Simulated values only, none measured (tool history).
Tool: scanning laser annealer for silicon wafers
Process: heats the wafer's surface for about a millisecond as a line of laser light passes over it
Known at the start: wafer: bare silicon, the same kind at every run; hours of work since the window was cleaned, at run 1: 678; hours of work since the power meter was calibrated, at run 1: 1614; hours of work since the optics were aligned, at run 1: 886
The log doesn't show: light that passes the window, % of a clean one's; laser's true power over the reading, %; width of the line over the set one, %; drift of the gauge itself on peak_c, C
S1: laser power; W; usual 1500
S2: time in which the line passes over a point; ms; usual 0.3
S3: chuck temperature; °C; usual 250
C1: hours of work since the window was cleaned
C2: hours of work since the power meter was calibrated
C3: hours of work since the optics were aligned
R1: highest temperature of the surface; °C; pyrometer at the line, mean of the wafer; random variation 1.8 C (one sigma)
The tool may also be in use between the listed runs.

run,hour,S1,S2,S3,C1,C2,C3,R1
1,0,1500,0.3,250,678,1614,886,915
2,50.4,1500,0.3,250,704,1639,911,914
3,135.8,1500,0.332,250,746,1682,954,941
4,204.9,1500,0.301,250,781,1717,988,907
5,290.5,1500,0.3,250,824,1759,1031,902
6,378.3,1500,0.308,250,868,1803,1075,913
7,472,1500,0.3,250,915,1850,1122,900
8,545.4,1500,0.3,250,951,1887,1159,898
# hour 564.9: optics aligned, line set to its width
9,599.5,1500,0.3,250,976,1912,17,904
# hour 626.5: window over the wafer cleaned
10,693.4,1500,0.3,250,33,1958,63,894
11,781.4,1462,0.3,250,78,2002,107,871
12,841.9,1442,0.3,250,108,2032,138,860
13,910.4,1442,0.3,250,142,2066,172,855
# hour 968.8: window over the wafer cleaned, once more
14,981.3,1333,0.3,250,6,2101,206,845
15,1032.2,1463,0.337,257,32,2126,232,969
16,1114.3,1500,0.305,250,73,2167,273,947
17,1156.2,1500,0.305,250,94,2188,294,946
18,1240.1,1306,0.273,232,136,2230,336,784
19,1296.6,1306,0.273,232,164,2258,364,782
20,1377.8,1636,0.239,230,205,2299,405,916
21,1471,1636,0.238,248,251,2346,451,926
22,1541.1,1422,0.238,253,286,2381,487,821
23,1603.2,1408,0.24,275,317,2412,518,838
24,1701.3,1408,0.24,275,367,2461,567,835
25,1770,1449,0.375,284,401,2495,601,1000
26,1823.4,1407,0.3,222,428,2522,628,839
27,1905.9,1407,0.3,222,469,2563,669,839
28,1951.2,1500,0.3,259,492,2586,692,925

The same runs without the tool's hidden state, with the same run-to-run variation:
run,R1
1,968
2,969
3,1001
4,967
5,965
6,979
7,969
8,969
9,966
10,967
11,945
12,934
13,931
14,863
15,992
16,972
17,973
18,808
19,807
20,951
21,963
22,854
23,872
24,872
25,1049
26,884
27,886
28,977

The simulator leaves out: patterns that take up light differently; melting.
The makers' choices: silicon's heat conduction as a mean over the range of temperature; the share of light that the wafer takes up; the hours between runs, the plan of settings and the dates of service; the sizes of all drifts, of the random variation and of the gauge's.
